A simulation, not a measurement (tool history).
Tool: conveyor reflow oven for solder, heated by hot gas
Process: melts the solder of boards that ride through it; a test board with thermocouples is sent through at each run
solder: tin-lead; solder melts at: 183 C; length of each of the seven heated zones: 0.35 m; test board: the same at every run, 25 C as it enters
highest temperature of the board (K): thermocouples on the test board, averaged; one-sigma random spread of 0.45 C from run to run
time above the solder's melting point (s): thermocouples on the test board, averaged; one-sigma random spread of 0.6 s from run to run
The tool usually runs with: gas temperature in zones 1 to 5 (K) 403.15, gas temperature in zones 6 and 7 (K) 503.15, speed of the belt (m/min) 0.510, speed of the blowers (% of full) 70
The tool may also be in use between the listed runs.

run,hour,gas temperature in zones 1 to 5 (K),gas temperature in zones 6 and 7 (K),speed of the belt (m/min),speed of the blowers (% of full),highest temperature of the board (K),time above the solder's melting point (s)
1,0.0,403.15,503.15,0.510,70,483.15,52.5
2,55.9,403.15,503.15,0.510,70,483.65,52.1
3,138.7,403.15,503.15,0.510,70,482.15,50.8
4,197.9,403.15,503.15,0.510,70,482.15,50.9
5,280.5,403.15,503.15,0.510,70,482.25,48.8
6,321.9,403.15,503.15,0.510,70,480.65,48.9
7,389.2,403.15,503.15,0.510,70,480.75,49.6
# hour 430.2: flux residue cleaned out of gas plates and filters
8,436.3,403.15,503.15,0.510,70,484.65,54.9
9,500.3,403.15,496.15,0.510,70,478.85,46.8
10,550.4,402.15,503.15,0.510,70,483.65,51.0
11,622.9,402.15,503.15,0.510,70,482.55,52.2
12,694.0,402.15,517.15,0.510,70,494.95,61.5
13,786.8,402.15,517.15,0.510,70,493.95,60.9
14,883.9,396.15,508.15,0.523,55,477.35,39.9
# hour 900.8: thermocouples of zones 6 and 7 changed
15,977.2,406.15,510.15,0.510,70,489.55,58.8
# hour 986.2: belt drive overhauled, speed set with a stopwatch
16,1073.4,418.15,517.15,0.430,53,497.05,83.3
17,1141.1,398.15,503.15,0.606,70,474.85,32.6
# hour 1163.2: flux residue cleaned out of gas plates and filters
18,1190.1,398.15,503.15,0.606,70,478.85,36.7
19,1277.2,403.15,500.15,0.488,70,483.75,57.1
20,1373.0,407.15,500.15,0.548,81,483.35,51.2
21,1441.9,399.15,503.15,0.510,79,485.25,54.3
# hour 1486.0: belt drive overhauled, speed set with a stopwatch, once more
22,1487.8,403.15,503.15,0.546,52,472.45,33.3
23,1580.2,400.15,493.15,0.467,58,471.95,39.3

Hidden state or all else? Some run-to-run changes of highest temperature of the board (K), split into what the settings, what came in and random variation would give without the hidden state, and what is left for the hidden state (with any gauge scatter that isn't in both results):
The tool's hidden condition here consists of: heat that the gas passes to the board, % of a clean oven's; belt's true speed, % of the reading; true gas temperature in zones 6 and 7 over the reading, C; drift of the gauge itself on peak_c, C; drift of the gauge itself on liquid_s, %.
Run 7 -> 8: flux residue cleaned out of gas plates and filters. highest temperature of the board (K) +3.90: hidden state +3.70, all else +0.20.
Run 13 -> 14: gas temperature in zones 1 to 5 (K) 402.15 -> 396.15, gas temperature in zones 6 and 7 (K) 517.15 -> 508.15, speed of the belt (m/min) 0.510 -> 0.523, speed of the blowers (% of full) 70 -> 55. highest temperature of the board (K) -16.60: hidden state -0.30, all else -16.30.
Run 16 -> 17: gas temperature in zones 1 to 5 (K) 418.15 -> 398.15, gas temperature in zones 6 and 7 (K) 517.15 -> 503.15, speed of the belt (m/min) 0.430 -> 0.606, speed of the blowers (% of full) 53 -> 70. highest temperature of the board (K) -22.20: hidden state -2.00, all else -20.20.
Run 17 -> 18: flux residue cleaned out of gas plates and filters. highest temperature of the board (K) +4.00: hidden state +3.80, all else +0.20.

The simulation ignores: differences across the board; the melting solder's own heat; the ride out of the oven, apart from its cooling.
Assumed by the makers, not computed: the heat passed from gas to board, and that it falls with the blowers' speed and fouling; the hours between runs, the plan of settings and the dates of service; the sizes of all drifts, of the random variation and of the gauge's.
